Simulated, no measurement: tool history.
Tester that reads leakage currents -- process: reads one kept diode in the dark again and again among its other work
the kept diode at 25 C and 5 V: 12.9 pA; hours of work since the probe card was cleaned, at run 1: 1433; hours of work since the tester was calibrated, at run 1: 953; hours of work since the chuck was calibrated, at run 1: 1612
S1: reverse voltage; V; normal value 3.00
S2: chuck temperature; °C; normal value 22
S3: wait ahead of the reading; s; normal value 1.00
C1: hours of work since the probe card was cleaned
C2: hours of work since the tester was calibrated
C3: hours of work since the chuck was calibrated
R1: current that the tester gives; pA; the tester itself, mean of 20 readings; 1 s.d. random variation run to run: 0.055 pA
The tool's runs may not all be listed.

Run 1, hour 0.0: usual settings; C1 1433; C2 953; C3 1612. Result: R1 10.66 pA.
Run 2, hour 73.7: usual settings; C1 1477; C2 997; C3 1656. Result: R1 10.78 pA.
Run 3, hour 131.3: usual settings but S1 5.64 V; C1 1511; C2 1031; C3 1690. Result: R1 15.85 pA.
Run 4, hour 220.5: usual settings but S1 5.64 V; C1 1564; C2 1084; C3 1743. Result: R1 15.90 pA.
At hour 231.8: chuck's temperature calibrated.
Run 5, hour 313.3: usual settings but S2 43 °C; C1 1618; C2 1138; C3 48. Result: R1 62.15 pA.
Run 6, hour 367.3: usual settings but S2 43 °C; C1 1650; C2 1170; C3 81. Result: R1 61.95 pA.
Run 7, hour 445.5: usual settings but S3 4.50 s; C1 1696; C2 1217; C3 127. Result: R1 11.25 pA.
Run 8, hour 509.2: usual settings but S2 31 °C; C1 1734; C2 1254; C3 165. Result: R1 23.51 pA.
Run 9, hour 586.6: usual settings but S2 31 °C; C1 1780; C2 1300; C3 211. Result: R1 23.73 pA.
At hour 609.9: chuck's temperature calibrated, once more.
Run 10, hour 682.3: usual settings; C1 1836; C2 1356; C3 43. Result: R1 10.30 pA.
Run 11, hour 738.9: usual settings; C1 1869; C2 1390; C3 77. Result: R1 10.28 pA.
Run 12, hour 838.2: usual settings but S1 3.38 V, S2 31 °C, S3 2.32 s; C1 1928; C2 1449; C3 136. Result: R1 22.15 pA.
Run 13, hour 922.8: usual settings but S1 2.77 V, S2 21 °C, S3 9.38 s; C1 1979; C2 1499; C3 186. Result: R1 9.20 pA.
Run 14, hour 1015.5: usual settings but S1 2.77 V, S2 21 °C, S3 9.38 s; C1 2034; C2 1554; C3 241. Result: R1 9.31 pA.
Run 15, hour 1071.8: usual settings but S1 1.22 V, S2 56 °C, S3 9.38 s; C1 2067; C2 1587; C3 274. Result: R1 100.74 pA.
Run 16, hour 1167.2: usual settings but S1 1.92 V, S2 56 °C, S3 0.48 s; C1 2124; C2 1644; C3 331. Result: R1 125.48 pA.
Run 17, hour 1257.1: usual settings but S1 4.00 V, S2 28 °C, S3 6.12 s; C1 2177; C2 1698; C3 385. Result: R1 19.99 pA.
Run 18, hour 1315.6: usual settings but S1 2.49 V, S2 20 °C, S3 5.93 s; C1 2212; C2 1732; C3 419. Result: R1 8.39 pA.
Run 19, hour 1415.0: usual settings but S1 13.60 V, S2 24 °C, S3 0.70 s; C1 2271; C2 1791; C3 478. Result: R1 34.78 pA.
Run 20, hour 1490.9: usual settings but S1 13.60 V, S2 26 °C, S3 0.69 s; C1 2316; C2 1837; C3 523. Result: R1 39.45 pA.
Run 21, hour 1588.9: usual settings but S1 16.64 V, S2 46 °C, S3 7.40 s; C1 2374; C2 1895; C3 582. Result: R1 175.90 pA.
Run 22, hour 1671.9: usual settings but S1 16.64 V, S2 46 °C, S3 7.40 s; C1 2424; C2 1944; C3 631. Result: R1 176.33 pA.

Below are 4 alternative next runs, each starting from the tool's condition after run 22. Predict each:
Run A, hour 1749.9: usual settings but S1 3.45 V, S2 39 °C, S3 7.73 s; C1 2470; C2 1990; C3 677. Result: R1 ?.
Run B, hour 1749.9: usual settings but S1 5.19 V, S2 23 °C, S3 3.18 s; C1 2470; C2 1990; C3 677. Result: R1 ?.
Run C, hour 1749.9: usual settings but S1 1.33 V; C1 2470; C2 1990; C3 677. Result: R1 ?.
Run D, hour 1749.9: usual settings but S1 1.76 V, S2 46 °C, S3 0.46 s; C1 2470; C2 1990; C3 677. Result: R1 ?.

run     R1
  A  45.09
  B  17.27
  C   7.07
  D  56.59
Take away the tool's hidden state, keep each run's random variation, and the runs would have read:
run     R1
  A  39.25
  B  11.07
  C   5.32
  D  52.00
